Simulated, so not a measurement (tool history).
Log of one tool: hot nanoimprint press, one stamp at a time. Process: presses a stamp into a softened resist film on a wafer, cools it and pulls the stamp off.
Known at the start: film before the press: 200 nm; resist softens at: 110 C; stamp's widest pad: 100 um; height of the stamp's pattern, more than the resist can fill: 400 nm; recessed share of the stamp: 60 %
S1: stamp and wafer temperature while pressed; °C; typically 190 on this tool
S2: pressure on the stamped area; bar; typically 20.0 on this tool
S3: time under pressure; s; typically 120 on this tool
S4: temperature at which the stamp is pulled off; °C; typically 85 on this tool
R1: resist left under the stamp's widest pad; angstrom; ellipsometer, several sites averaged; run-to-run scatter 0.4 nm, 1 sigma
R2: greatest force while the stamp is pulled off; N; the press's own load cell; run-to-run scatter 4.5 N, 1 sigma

Run 1, hour 0.0: usual settings. Result: R1 1074 angstrom, R2 218 N.
Run 2, hour 5.2: usual settings. Result: R1 1081 angstrom, R2 223 N.
Run 3, hour 12.6: usual settings but S3 158 s. Result: R1 999 angstrom, R2 215 N.
Run 4, hour 22.4: usual settings. Result: R1 1083 angstrom, R2 216 N.
Run 5, hour 27.4: usual settings. Result: R1 1088 angstrom, R2 218 N.
Run 6, hour 32.5: usual settings. Result: R1 1082 angstrom, R2 209 N.
Run 7, hour 42.5: usual settings but S1 187 °C. Result: R1 1149 angstrom, R2 220 N.
At hour 46.0: plate thermocouple calibrated.
Run 8, hour 54.8: usual settings but S1 187 °C. Result: R1 1153 angstrom, R2 221 N.
Run 9, hour 62.9: usual settings but S1 198 °C. Result: R1 923 angstrom, R2 222 N.
Run 10, hour 68.0: usual settings but S1 198 °C. Result: R1 927 angstrom, R2 215 N.
Run 11, hour 77.2: usual settings but S1 198 °C, S3 154 s. Result: R1 854 angstrom, R2 222 N.
Run 12, hour 82.0: usual settings but S1 198 °C, S3 154 s. Result: R1 851 angstrom, R2 213 N.
Run 13, hour 89.2: usual settings but S1 198 °C, S3 154 s. Result: R1 850 angstrom, R2 217 N.
Run 14, hour 99.5: usual settings but S4 76 °C. Result: R1 1096 angstrom, R2 238 N.
Run 15, hour 107.6: usual settings but S4 76 °C. Result: R1 1103 angstrom, R2 248 N.
Run 16, hour 112.7: usual settings but S4 76 °C. Result: R1 1093 angstrom, R2 241 N.
Run 17, hour 118.8: usual settings but S4 76 °C. Result: R1 1093 angstrom, R2 252 N.
Run 18, hour 125.3: usual settings but S4 76 °C. Result: R1 1095 angstrom, R2 242 N.
Run 19, hour 132.4: usual settings but S4 76 °C. Result: R1 1095 angstrom, R2 247 N.
At hour 136.5: gauge calibrated.
Run 20, hour 139.2: usual settings but S3 101 s, S4 86 °C. Result: R1 1142 angstrom, R2 218 N.
Run 21, hour 148.8: usual settings but S3 198 s, S4 86 °C. Result: R1 914 angstrom, R2 217 N.
Run 22, hour 156.7: usual settings but S3 198 s, S4 86 °C. Result: R1 923 angstrom, R2 215 N.
Run 23, hour 161.9: usual settings but S2 23.8 bar. Result: R1 997 angstrom, R2 218 N.
Run 24, hour 167.6: usual settings but S2 23.8 bar. Result: R1 996 angstrom, R2 206 N.
Run 25, hour 177.7: usual settings but S2 23.8 bar. Result: R1 997 angstrom, R2 216 N.
Run 26, hour 182.9: usual settings but S1 194 °C, S2 29.8 bar, S3 188 s, S4 88 °C. Result: R1 693 angstrom, R2 209 N.
Run 27, hour 187.4: usual settings but S1 199 °C, S3 77 s. Result: R1 1048 angstrom, R2 211 N.
Run 28, hour 195.3: usual settings but S1 199 °C, S3 77 s. Result: R1 1051 angstrom, R2 224 N.
Run 29, hour 204.3: usual settings but S1 199 °C, S3 77 s. Result: R1 1049 angstrom, R2 218 N.
Run 30, hour 209.7: usual settings but S1 192 °C, S2 16.5 bar, S3 162 s, S4 90 °C. Result: R1 1053 angstrom, R2 198 N.
Run 31, hour 220.1: usual settings but S1 182 °C. Result: R1 1282 angstrom, R2 220 N.

Each row is a separate what-if for the run after 31, all from the same tool condition, not one after another. Results?
Run A, hour 228.7: usual settings but S1 185 °C, S3 92 s. Result: R1 ?, R2 ?.
Run B, hour 228.7: usual settings but S1 185 °C, S4 92 °C. Result: R1 ?, R2 ?.
Run C, hour 228.7: usual settings but S2 12.0 bar, S3 121 s. Result: R1 ?, R2 ?.

run    R1   R2
  A  1302  220
  B  1216  198
  C  1366  217
With the hidden condition removed and each run's random variation left untouched, the same runs would have given:
run    R1   R2
  A  1285  220
  B  1199  198
  C  1347  216
